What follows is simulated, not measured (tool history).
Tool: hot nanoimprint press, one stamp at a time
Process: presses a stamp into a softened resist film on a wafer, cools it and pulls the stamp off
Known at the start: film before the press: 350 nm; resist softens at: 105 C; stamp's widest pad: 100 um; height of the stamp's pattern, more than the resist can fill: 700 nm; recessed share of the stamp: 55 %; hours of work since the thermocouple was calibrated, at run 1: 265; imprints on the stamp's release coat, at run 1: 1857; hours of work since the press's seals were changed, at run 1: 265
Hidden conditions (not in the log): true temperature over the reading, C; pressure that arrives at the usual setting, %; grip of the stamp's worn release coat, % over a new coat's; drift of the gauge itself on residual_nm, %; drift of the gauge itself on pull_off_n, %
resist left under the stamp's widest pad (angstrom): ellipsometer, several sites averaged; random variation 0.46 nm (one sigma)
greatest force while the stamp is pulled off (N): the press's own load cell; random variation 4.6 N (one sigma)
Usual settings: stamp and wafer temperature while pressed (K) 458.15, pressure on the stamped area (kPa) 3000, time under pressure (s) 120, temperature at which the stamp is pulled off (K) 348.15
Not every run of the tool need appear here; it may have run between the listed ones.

run    hour  stamp and wafer temperature while pressed (K)  pressure on the stamped area (kPa)  time under pressure (s)  temperature at which the stamp is pulled off (K)  hours of work since the thermocouple was calibrated  imprints on the stamp's release coat  hours of work since the press's seals were changed  resist left under the stamp's widest pad (angstrom)  greatest force while the stamp is pulled off (N)
  1     0.0                                         458.15                                3000                      120                                            348.15                                                  265                                  1857                                                 265                                                 1282                                               324
  2    69.7                                         458.15                                3000                      120                                            348.15                                                  319                                  2235                                                 319                                                 1286                                               343
       83.2  -- stamp cleaned and given a new release coat
  3   157.2                                         458.15                                3000                      120                                            348.15                                                  382                                   401                                                 382                                                 1294                                               248
  4   198.8                                         458.15                                3000                      120                                            342.15                                                  414                                   627                                                 414                                                 1301                                               268
      254.7  -- plate thermocouple calibrated
  5   257.5                                         458.15                                3000                      120                                            342.15                                                    2                                   929                                                 458                                                 1255                                               277
  6   304.7                                         458.15                                3000                      120                                            347.15                                                   39                                  1185                                                 494                                                 1257                                               287
  7   363.7                                         458.15                                2000                      120                                            348.15                                                   84                                  1505                                                 540                                                 1602                                               298
  8   416.9                                         458.15                                2000                      120                                            348.15                                                  126                                  1794                                                 581                                                 1605                                               312
  9   451.5                                         458.15                                3570                      120                                            348.15                                                  152                                  1981                                                 608                                                 1148                                               324
 10   488.9                                         458.15                                3000                       61                                            348.15                                                  181                                  2184                                                 637                                                 1604                                               317
      515.6  -- stamp cleaned and given a new release coat
 11   530.8                                         458.15                                2540                      120                                            348.15                                                  209                                    83                                                 665                                                 1415                                               233
 12   576.4                                         465.15                                2540                      120                                            348.15                                                  245                                   330                                                 700                                                 1221                                               248
 13   631.9                                         449.15                                3000                      120                                            348.15                                                  288                                   631                                                 743                                                 1634                                               264
      675.3  -- press's hydraulic seals changed and the load cell set to zero
 14   704.2                                         449.15                                3000                      120                                            348.15                                                  337                                   980                                                  22                                                 1621                                               276
 15   752.5                                         449.15                                3000                      120                                            348.15                                                  375                                  1242                                                  60                                                 1619                                               287
 16   796.1                                         453.15                                3280                      172                                            346.15                                                  408                                  1479                                                  94                                                 1240                                               310
 17   830.3                                         453.15                                3280                      122                                            351.15                                                  435                                  1664                                                 120                                                 1395                                               304
      858.2  -- plate thermocouple calibrated
 18   909.8                                         466.15                                3000                      199                                            339.15                                                   40                                  2079                                                 179                                                  873                                               338
      952.2  -- stamp cleaned and given a new release coat
 19   993.1                                         461.15                                3000                      120                                            344.15                                                  100                                   222                                                 239                                                 1180                                               241
 20  1048.2                                         461.15                                3420                      150                                            349.15                                                  143                                   520                                                 282                                                 1018                                               239
 21  1094.4                                         465.15                                2020                      136                                            335.15                                                  178                                   771                                                 318                                                 1318                                               274
 22  1151.9                                         469.15                                2020                      136                                            338.15                                                  223                                  1083                                                 362                                                 1218                                               309
 23  1190.9                                         465.15                                2760                       77                                            353.15                                                  253                                  1295                                                 392                                                 1350                                               283
 24  1224.6                                         467.15                                2410                      160                                            348.15                                                  279                                  1477                                                 418                                                 1084                                               313
 25  1285.6                                         467.15                                2570                      120                                            348.15                                                  326                                  1809                                                 466                                                 1175                                               296
 26  1333.2                                         458.15                                2370                      116                                            355.15                                                  363                                  2067                                                 503                                                 1515                                               311
     1380.5  -- stamp cleaned and given a new release coat
 27  1395.2                                         458.15                                2370                      116                                            355.15                                                  407                                    80                                                 546                                                 1530                                               225
     1460.8  -- plate thermocouple calibrated
 28  1471.3                                         458.15                                2370                      116                                            355.15                                                    8                                   476                                                 603                                                 1477                                               240
 29  1535.6                                         469.15                                2370                      133                                            355.15                                                   58                                   825                                                 652                                                 1109                                               257

For each entry between runs, how does the tool's hidden state at the last listed run before it compare with that at the first listed run after it?
Run 2 -> run 3: stamp cleaned and given a new release coat (hour 83.2)
  true temperature over the reading, C: -1.23 -> -1.49; pressure that arrives at the usual setting, %: 98.57 -> 98.26; grip of the stamp's worn release coat, % over a new coat's: 49.3 -> 8.7
  what was measured, less what the result would be without the hidden state, resist left under the stamp's widest pad (angstrom): +48 -> +59; greatest force while the stamp is pulled off (N): +115 -> +22
Run 4 -> run 5: plate thermocouple calibrated (hour 254.7)
  true temperature over the reading, C: -1.62 -> 0.02; pressure that arrives at the usual setting, %: 98.1 -> 97.89; grip of the stamp's worn release coat, % over a new coat's: 13.6 -> 20.3
  what was measured, less what the result would be without the hidden state, resist left under the stamp's widest pad (angstrom): +65 -> +15; greatest force while the stamp is pulled off (N): +35 -> +47
Run 10 -> run 11: stamp cleaned and given a new release coat (hour 515.6)
  true temperature over the reading, C: -0.75 -> -0.88; pressure that arrives at the usual setting, %: 97.04 -> 96.89; grip of the stamp's worn release coat, % over a new coat's: 48.2 -> 1.8
  what was measured, less what the result would be without the hidden state, resist left under the stamp's widest pad (angstrom): +54 -> +51; greatest force while the stamp is pulled off (N): +104 -> +5
Run 13 -> run 14: press's hydraulic seals changed and the load cell set to zero (hour 675.3)
  true temperature over the reading, C: -1.19 -> -1.4; pressure that arrives at the usual setting, %: 96.53 -> 99.69; grip of the stamp's worn release coat, % over a new coat's: 13.7 -> 21.4
  what was measured, less what the result would be without the hidden state, resist left under the stamp's widest pad (angstrom): +82 -> +62; greatest force while the stamp is pulled off (N): +34 -> +51
Run 17 -> run 18: plate thermocouple calibrated (hour 858.2)
  true temperature over the reading, C: -1.79 -> -0.31; pressure that arrives at the usual setting, %: 99.19 -> 98.92; grip of the stamp's worn release coat, % over a new coat's: 36.5 -> 45.8
  what was measured, less what the result would be without the hidden state, resist left under the stamp's widest pad (angstrom): +71 -> +12; greatest force while the stamp is pulled off (N): +84 -> +107
Run 18 -> run 19: stamp cleaned and given a new release coat (hour 952.2)
  true temperature over the reading, C: -0.31 -> -0.57; pressure that arrives at the usual setting, %: 98.92 -> 98.61; grip of the stamp's worn release coat, % over a new coat's: 45.8 -> 4.8
  what was measured, less what the result would be without the hidden state, resist left under the stamp's widest pad (angstrom): +12 -> +25; greatest force while the stamp is pulled off (N): +107 -> +12
Run 26 -> run 27: stamp cleaned and given a new release coat (hour 1380.5)
  true temperature over the reading, C: -1.68 -> -1.84; pressure that arrives at the usual setting, %: 97.32 -> 97.11; grip of the stamp's worn release coat, % over a new coat's: 45.6 -> 1.7
  what was measured, less what the result would be without the hidden state, resist left under the stamp's widest pad (angstrom): +77 -> +84; greatest force while the stamp is pulled off (N): +99 -> +6
Run 27 -> run 28: plate thermocouple calibrated (hour 1460.8)
  true temperature over the reading, C: -1.84 -> -0.2; pressure that arrives at the usual setting, %: 97.11 -> 96.83; grip of the stamp's worn release coat, % over a new coat's: 1.7 -> 10.3
  what was measured, less what the result would be without the hidden state, resist left under the stamp's widest pad (angstrom): +84 -> +29; greatest force while the stamp is pulled off (N): +6 -> +23
